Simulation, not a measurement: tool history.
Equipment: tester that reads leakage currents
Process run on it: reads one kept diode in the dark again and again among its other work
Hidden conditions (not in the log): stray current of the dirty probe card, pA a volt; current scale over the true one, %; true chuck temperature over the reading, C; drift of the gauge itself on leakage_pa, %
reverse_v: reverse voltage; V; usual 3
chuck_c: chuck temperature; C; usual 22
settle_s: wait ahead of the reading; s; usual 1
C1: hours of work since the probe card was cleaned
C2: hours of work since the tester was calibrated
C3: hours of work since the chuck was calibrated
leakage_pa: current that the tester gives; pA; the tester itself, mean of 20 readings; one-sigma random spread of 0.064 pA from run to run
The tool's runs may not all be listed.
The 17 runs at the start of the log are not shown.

Run 18, hour 861: usual settings but reverse_v 19.62 V, chuck_c 31 C, settle_s 6.69 s; C1 1199; C2 2455; C3 123. Result: leakage_pa 97.01 pA.
Run 19, hour 898.9: usual settings but reverse_v 19.62 V, chuck_c 31 C, settle_s 6.69 s; C1 1227; C2 2482; C3 151. Result: leakage_pa 97.63 pA.
Run 20, hour 947.8: usual settings but reverse_v 3.87 V, chuck_c 52 C, settle_s 6.69 s; C1 1262; C2 2517; C3 186. Result: leakage_pa 154.79 pA.
Run 21, hour 1012.7: usual settings but reverse_v 3.87 V, chuck_c 52 C, settle_s 6.69 s; C1 1309; C2 2564; C3 233. Result: leakage_pa 156.48 pA.
Run 22, hour 1065.7: usual settings but reverse_v 3.87 V, chuck_c 33 C, settle_s 1.62 s; C1 1347; C2 2602; C3 271. Result: leakage_pa 42.53 pA.
Run 23, hour 1103.3: usual settings but reverse_v 3.87 V, chuck_c 33 C, settle_s 1.62 s; C1 1374; C2 2629; C3 298. Result: leakage_pa 42.41 pA.
Run 24, hour 1157: usual settings but reverse_v 3.87 V, chuck_c 42 C, settle_s 2.6 s; C1 1412; C2 2668; C3 336. Result: leakage_pa 80.14 pA.
Run 25, hour 1222.5: usual settings but reverse_v 3.87 V, chuck_c 42 C, settle_s 2.6 s; C1 1459; C2 2715; C3 384. Result: leakage_pa 80.17 pA.
Run 26, hour 1287.2: usual settings but reverse_v 1.11 V, chuck_c 37 C, settle_s 2.6 s; C1 1506; C2 2761; C3 430. Result: leakage_pa 27.83 pA.
Run 27, hour 1321: usual settings but reverse_v 18.68 V, chuck_c 31 C, settle_s 0.39 s; C1 1530; C2 2786; C3 455. Result: leakage_pa 107.1 pA.
Run 28, hour 1351.1: usual settings but reverse_v 18.68 V, chuck_c 31 C, settle_s 0.39 s; C1 1552; C2 2807; C3 476. Result: leakage_pa 107.83 pA.
Run 29, hour 1396.5: usual settings but settle_s 0.91 s; C1 1585; C2 2840; C3 509. Result: leakage_pa 18.21 pA.
Run 30, hour 1460.7: usual settings but settle_s 0.91 s; C1 1631; C2 2886; C3 555. Result: leakage_pa 18.37 pA.

Consider 3 possible next runs. They are alternatives, not a sequence: every one starts from the tool as it was left by run 30. What does each give?
Run A, hour 1519.1: usual settings but chuck_c 30 C, settle_s 0.66 s; C1 1673; C2 2928; C3 597. Result: leakage_pa ?.
Run B, hour 1519.1: usual settings but settle_s 2.21 s; C1 1673; C2 2928; C3 597. Result: leakage_pa ?.
Run C, hour 1519.1: usual settings but chuck_c 33 C, settle_s 0.35 s; C1 1673; C2 2928; C3 597. Result: leakage_pa ?.

run  leakage_pa
  A       31.64
  B        18.5
  C       39.61
The same runs, with their run-to-run variation unchanged, on a tool lacking any hidden condition would have given:
run  leakage_pa
  A       25.78
  B       13.41
  C        33.3

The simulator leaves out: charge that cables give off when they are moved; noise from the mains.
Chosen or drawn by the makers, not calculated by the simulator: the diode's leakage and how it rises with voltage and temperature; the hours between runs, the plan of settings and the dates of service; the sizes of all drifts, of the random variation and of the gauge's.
